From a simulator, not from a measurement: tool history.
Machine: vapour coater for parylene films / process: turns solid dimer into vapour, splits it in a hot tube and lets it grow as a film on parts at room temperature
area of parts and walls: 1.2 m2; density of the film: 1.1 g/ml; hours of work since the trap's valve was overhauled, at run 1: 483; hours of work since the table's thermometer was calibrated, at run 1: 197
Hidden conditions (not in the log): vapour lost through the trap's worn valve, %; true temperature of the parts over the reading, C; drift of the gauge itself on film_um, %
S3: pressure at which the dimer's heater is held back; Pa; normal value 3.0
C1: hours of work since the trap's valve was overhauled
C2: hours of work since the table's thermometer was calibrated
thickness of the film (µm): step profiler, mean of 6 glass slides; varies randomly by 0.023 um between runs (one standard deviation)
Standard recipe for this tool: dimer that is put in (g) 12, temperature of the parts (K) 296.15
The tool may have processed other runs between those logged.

{"run": 1, "hour": 0.0, "dimer that is put in (g)": 12, "temperature of the parts (K)": 296.15, "S3": 3.0, "C1": 483, "C2": 197, "thickness of the film (µm)": 6.75}
{"run": 2, "hour": 11.1, "dimer that is put in (g)": 12, "temperature of the parts (K)": 296.15, "S3": 3.0, "C1": 488, "C2": 201, "thickness of the film (µm)": 6.82}
{"run": 3, "hour": 31.5, "dimer that is put in (g)": 12, "temperature of the parts (K)": 296.15, "S3": 3.0, "C1": 496, "C2": 210, "thickness of the film (µm)": 6.77}
{"run": 4, "hour": 46.1, "dimer that is put in (g)": 12, "temperature of the parts (K)": 296.15, "S3": 3.0, "C1": 503, "C2": 216, "thickness of the film (µm)": 6.79}
{"run": 5, "hour": 64.3, "dimer that is put in (g)": 12, "temperature of the parts (K)": 296.15, "S3": 3.0, "C1": 510, "C2": 224, "thickness of the film (µm)": 6.77}
{"run": 6, "hour": 82.6, "dimer that is put in (g)": 12, "temperature of the parts (K)": 296.15, "S3": 3.0, "C1": 518, "C2": 231, "thickness of the film (µm)": 6.76}
{"run": 7, "hour": 91.5, "dimer that is put in (g)": 22, "temperature of the parts (K)": 296.15, "S3": 3.0, "C1": 522, "C2": 235, "thickness of the film (µm)": 12.47}
{"run": 8, "hour": 112.5, "dimer that is put in (g)": 7, "temperature of the parts (K)": 302.15, "S3": 3.0, "C1": 530, "C2": 244, "thickness of the film (µm)": 2.96}
{"run": 9, "hour": 121.8, "dimer that is put in (g)": 7, "temperature of the parts (K)": 302.15, "S3": 3.0, "C1": 534, "C2": 248, "thickness of the film (µm)": 2.94}
{"hour": 129.0, "done": "trap's valve overhauled"}
{"run": 10, "hour": 138.0, "dimer that is put in (g)": 7, "temperature of the parts (K)": 302.15, "S3": 3.0, "C1": 4, "C2": 253, "thickness of the film (µm)": 3.08}

What if the next run were any one of these 4? Each begins from the tool's condition after run 10:
{"run": "A", "hour": 151.9, "dimer that is put in (g)": 12, "temperature of the parts (K)": 291.15, "S3": 3.0, "C1": 10, "C2": 259, "thickness of the film (µm)": "?"}
{"run": "B", "hour": 151.9, "dimer that is put in (g)": 7, "temperature of the parts (K)": 302.15, "S3": 2.7, "C1": 10, "C2": 259, "thickness of the film (µm)": "?"}
{"run": "C", "hour": 151.9, "dimer that is put in (g)": 10, "temperature of the parts (K)": 299.15, "S3": 3.0, "C1": 10, "C2": 259, "thickness of the film (µm)": "?"}
{"run": "D", "hour": 151.9, "dimer that is put in (g)": 15, "temperature of the parts (K)": 296.15, "S3": 3.0, "C1": 10, "C2": 259, "thickness of the film (µm)": "?"}

run=A thickness_of_the_film_(µm)=8.87
run=B thickness_of_the_film_(µm)=3.11
run=C thickness_of_the_film_(µm)=5.08
run=D thickness_of_the_film_(µm)=8.85
With no hidden state in the tool, these same runs would have given:
run=A thickness_of_the_film_(µm)=8.82
run=B thickness_of_the_film_(µm)=3.04
run=C thickness_of_the_film_(µm)=4.96
run=D thickness_of_the_film_(µm)=8.65
